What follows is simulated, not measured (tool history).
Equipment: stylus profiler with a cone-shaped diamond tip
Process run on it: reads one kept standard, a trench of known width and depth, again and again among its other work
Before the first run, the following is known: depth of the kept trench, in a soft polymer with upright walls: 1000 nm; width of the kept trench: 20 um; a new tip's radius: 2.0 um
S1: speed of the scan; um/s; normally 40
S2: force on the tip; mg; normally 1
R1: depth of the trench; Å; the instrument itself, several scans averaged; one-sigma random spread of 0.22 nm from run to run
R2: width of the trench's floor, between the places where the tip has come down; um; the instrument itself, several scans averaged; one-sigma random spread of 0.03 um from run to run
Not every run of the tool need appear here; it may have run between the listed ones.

Run 1, day 0: usual settings. Result: R1 10033.9 Å, R2 15.97 um.
Run 2, day 0.804: usual settings. Result: R1 10037 Å, R2 15.97 um.
Run 3, day 1.938: usual settings but S1 50 um/s. Result: R1 10038.7 Å, R2 15.9 um.
Run 4, day 2.967: usual settings but S1 50 um/s. Result: R1 10036.9 Å, R2 15.91 um.
Run 5, day 3.975: usual settings but S1 50 um/s. Result: R1 10034.6 Å, R2 15.85 um.
Run 6, day 4.754: usual settings but S1 127 um/s. Result: R1 10033.1 Å, R2 15.39 um.
Run 7, day 6.279: usual settings but S2 0.54 mg. Result: R1 10019 Å, R2 15.84 um.
Run 8, day 7.638: usual settings. Result: R1 10037.5 Å, R2 15.87 um.
Run 9, day 8.888: usual settings. Result: R1 10035.6 Å, R2 15.83 um.
Run 10, day 10.442: usual settings. Result: R1 10032.5 Å, R2 15.82 um.
Run 11, day 11.888: usual settings. Result: R1 10032.6 Å, R2 15.8 um.
Run 12, day 13.446: usual settings but S1 73 um/s. Result: R1 10030.6 Å, R2 15.63 um.
Run 13, day 14.15: usual settings but S1 73 um/s. Result: R1 10034.3 Å, R2 15.56 um.
Run 14, day 15.275: usual settings but S1 11 um/s. Result: R1 10031.8 Å, R2 15.86 um.
Run 15, day 16.396: usual settings. Result: R1 10033.1 Å, R2 15.75 um.
Run 16, day 17.25: usual settings. Result: R1 10036.4 Å, R2 15.66 um.
Run 17, day 18.792: usual settings but S2 0.61 mg. Result: R1 10015.6 Å, R2 15.58 um.
Run 18, day 20.333: usual settings but S2 0.61 mg. Result: R1 10016.2 Å, R2 15.59 um.
Run 19, day 21.054: usual settings but S1 34 um/s, S2 0.61 mg. Result: R1 10017.4 Å, R2 15.65 um.
Run 20, day 22.583: usual settings but S1 34 um/s, S2 0.61 mg. Result: R1 10020 Å, R2 15.62 um.
Run 21, day 24.208: usual settings but S1 34 um/s, S2 0.61 mg. Result: R1 10016.6 Å, R2 15.54 um.
Run 22, day 24.867: usual settings but S1 16 um/s. Result: R1 10028.6 Å, R2 15.71 um.
Run 23, day 26.317: usual settings but S1 16 um/s. Result: R1 10024 Å, R2 15.68 um.
Run 24, day 27.208: usual settings but S2 2.68 mg. Result: R1 10067.3 Å, R2 15.64 um.
Run 25, day 28.496: usual settings but S2 1.2 mg. Result: R1 10034.9 Å, R2 15.48 um.
Run 26, day 29.917: usual settings but S1 84 um/s, S2 0.55 mg. Result: R1 10014.5 Å, R2 15.02 um.
Run 27, day 30.992: usual settings but S1 123 um/s, S2 2.08 mg. Result: R1 10059.1 Å, R2 15.18 um.
Run 28, day 32.338: usual settings but S1 17 um/s, S2 1.2 mg. Result: R1 10036.3 Å, R2 15.57 um.
Run 29, day 33.738: usual settings but S1 17 um/s, S2 1.2 mg. Result: R1 10029.8 Å, R2 15.54 um.
Run 30, day 34.896: usual settings but S1 12 um/s. Result: R1 10027.2 Å, R2 15.59 um.
Run 31, day 35.658: usual settings but S2 0.6 mg. Result: R1 10014 Å, R2 15.31 um.
Run 32, day 36.342: usual settings but S2 0.6 mg. Result: R1 10013.8 Å, R2 15.33 um.
Run 33, day 37.725: usual settings but S1 11 um/s, S2 0.49 mg. Result: R1 10011.5 Å, R2 15.49 um.
Run 34, day 39.062: usual settings but S1 14 um/s, S2 2.04 mg. Result: R1 10051.6 Å, R2 15.52 um.
Run 35, day 40.538: usual settings but S1 14 um/s, S2 2.04 mg. Result: R1 10051.7 Å, R2 15.42 um.
Run 36, day 41.442: usual settings but S1 106 um/s, S2 1.89 mg. Result: R1 10046.4 Å, R2 15.08 um.
Run 37, day 42.662: usual settings but S1 97 um/s, S2 0.9 mg. Result: R1 10019.3 Å, R2 14.91 um.
Run 38, day 43.767: usual settings but S1 12 um/s. Result: R1 10025.4 Å, R2 15.42 um.
Run 39, day 44.508: usual settings but S1 12 um/s. Result: R1 10022.4 Å, R2 15.44 um.
Run 40, day 45.929: usual settings but S1 60 um/s, S2 0.55 mg. Result: R1 10010.1 Å, R2 14.94 um.
Run 41, day 47.408: usual settings but S1 29 um/s, S2 0.98 mg. Result: R1 10025.4 Å, R2 15.24 um.
Run 42, day 48.679: usual settings but S1 29 um/s, S2 0.57 mg. Result: R1 10006.7 Å, R2 15.2 um.
Run 43, day 49.425: usual settings but S1 29 um/s, S2 0.57 mg. Result: R1 10008.8 Å, R2 15.12 um.
Run 44, day 50.338: usual settings but S1 29 um/s, S2 0.57 mg. Result: R1 10006.5 Å, R2 15.18 um.
Run 45, day 51.638: usual settings but S1 29 um/s. Result: R1 10020.1 Å, R2 15.2 um.

Subtracting, for every run, the result it would have given without the tool's unlogged condition from the measured result gives the following. The same run-to-run variation enters both numbers; the gauge's scatter may not:
Hidden state at play: radius of the tip, um; height scale over the true one, %; drift of the gauge itself on depth_nm, %; drift of the gauge itself on floor_um, %.
run     R1     R2
  1   -7.4  -0.31
  2   -7.6  -0.32
  3   -7.9  -0.34
  4   -8.3  -0.36
  5   -8.5  -0.39
  6   -8.7  -0.39
  7   -9.2  -0.43
  8   -9.6  -0.45
  9   -9.9  -0.47
 10  -10.4   -0.5
 11  -10.8  -0.52
 12  -11.3  -0.55
 13  -11.5  -0.56
 14  -11.7  -0.58
 15  -12.1  -0.61
 16  -12.3  -0.62
 17  -12.7  -0.65
 18  -13.3  -0.67
 19  -13.5  -0.69
 20  -13.9  -0.71
 21  -14.4  -0.75
 22  -14.5  -0.76
 23  -14.9  -0.78
 24  -15.3  -0.79
 25  -15.6  -0.82
 26  -15.9  -0.84
 27  -16.3  -0.85
 28  -16.7  -0.88
 29    -17   -0.9
 30  -17.4  -0.92
 31  -17.6  -0.93
 32  -17.8  -0.94
 33  -18.1  -0.97
 34  -18.7  -0.99
 35  -19.2  -1.01
 36  -19.4  -1.03
 37  -19.7  -1.05
 38    -20  -1.06
 39  -20.3  -1.07
 40  -20.7  -1.09
 41  -21.2  -1.11
 42  -21.6  -1.13
 43  -21.8  -1.14
 44    -22  -1.16
 45  -22.4  -1.17
